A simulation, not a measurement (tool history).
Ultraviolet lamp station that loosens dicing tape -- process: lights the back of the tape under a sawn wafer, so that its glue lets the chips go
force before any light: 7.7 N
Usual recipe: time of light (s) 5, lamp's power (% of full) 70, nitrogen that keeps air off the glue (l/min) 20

run	hour	time of light (s)	lamp's power (% of full)	nitrogen that keeps air off the glue (l/min)	force that peels the tape off (N)	light that reached the tape (mJ/cm²)
1	0.0	5	70	20	1.206	346
2	7.2	5	70	20	1.213	344
3	12.0	5	70	10	1.956	347
4	19.4	5	70	10	1.919	350
5	26.9	5	70	20	1.224	348
6	33.6	5	77	20	1.026	380
7	38.9	5	70	20	1.235	346

Expected results for the next run?
8	47.4	5	70	37	?	?

force that peels the tape off (N): 0.800
light that reached the tape (mJ/cm²): 347
On a tool with no hidden condition, and with the same random variation, this run would have come out at force that peels the tape off (N) 0.688, light that reached the tape (mJ/cm²) 374.
